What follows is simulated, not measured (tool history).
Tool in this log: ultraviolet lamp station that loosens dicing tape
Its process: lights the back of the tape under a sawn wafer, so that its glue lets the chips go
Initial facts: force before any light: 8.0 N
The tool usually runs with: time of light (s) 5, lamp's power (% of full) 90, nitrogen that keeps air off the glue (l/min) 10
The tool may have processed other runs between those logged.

| run | hour | time of light (s) | lamp's power (% of full) | nitrogen that keeps air off the glue (l/min) | force that peels the tape off (N) | light that reached the tape (mJ/cm2) |
|---|---|---|---|---|---|---|
| 1 | 0 | 5 | 90 | 10 | 0.398 | 613 |
| 2 | 9.1 | 5 | 90 | 10 | 0.402 | 604 |
| 3 | 24.2 | 5 | 90 | 10 | 0.411 | 602 |
| 4 | 38.8 | 5 | 90 | 10 | 0.402 | 601 |
| 5 | 52.2 | 5 | 90 | 9 | 0.437 | 604 |
| 6 | 64.7 | 5 | 90 | 9 | 0.42 | 602 |
| 7 | 82 | 5 | 90 | 10 | 0.411 | 600 |
| 8 | 92 | 5 | 90 | 10 | 0.42 | 596 |
| 9 | 106.9 | 5 | 67 | 10 | 0.789 | 442 |
| 10 | 119.5 | 5 | 90 | 10 | 0.418 | 585 |
| 11 | 132.8 | 5 | 90 | 10 | 0.419 | 594 |
| 12 | 140 | 5 | 69 | 10 | 0.76 | 450 |
| 13 | 149 | 5 | 69 | 10 | 0.776 | 450 |
| 14 | 164.9 | 5 | 92 | 10 | 0.401 | 602 |
| 15 | 174.6 | 5 | 90 | 10 | 0.435 | 583 |
| 16 | 190.1 | 5 | 90 | 11 | 0.422 | 584 |
| 17 | 206 | 5 | 90 | 11 | 0.415 | 582 |
| 18 | 222.8 | 3 | 85 | 8 | 1.535 | 329 |
| 19 | 232.5 | 3 | 85 | 8 | 1.56 | 326 |
| 20 | 241.6 | 4 | 67 | 10 | 1.305 | 346 |
| 21 | 253.9 | 6 | 90 | 10 | 0.291 | 690 |
| 22 | 265.6 | 6 | 90 | 10 | 0.309 | 684 |
| 23 | 279.6 | 3 | 75 | 16 | 1.491 | 285 |
| 24 | 295.5 | 2 | 90 | 16 | 2.071 | 226 |
| 25 | 308.6 | 2 | 90 | 16 | 2.083 | 225 |
| 26 | 318.3 | 2 | 90 | 16 | 2.115 | 224 |
| 27 | 326.2 | 6 | 84 | 6 | 0.505 | 630 |
| 28 | 338.9 | 5 | 71 | 10 | 0.773 | 442 |
| 29 | 352.8 | 5 | 71 | 10 | 0.794 | 438 |

What does the tool deliver on the next run?
| 30 | 362.8 | 2 | 90 | 8 | ? | ? |

Logged for run 30: force that peels the tape off (N) 2.576, light that reached the tape (mJ/cm2) 223.
The same run, on a tool lacking any hidden state, would have yielded force that peels the tape off (N) 2.104, light that reached the tape (mJ/cm2) 264.

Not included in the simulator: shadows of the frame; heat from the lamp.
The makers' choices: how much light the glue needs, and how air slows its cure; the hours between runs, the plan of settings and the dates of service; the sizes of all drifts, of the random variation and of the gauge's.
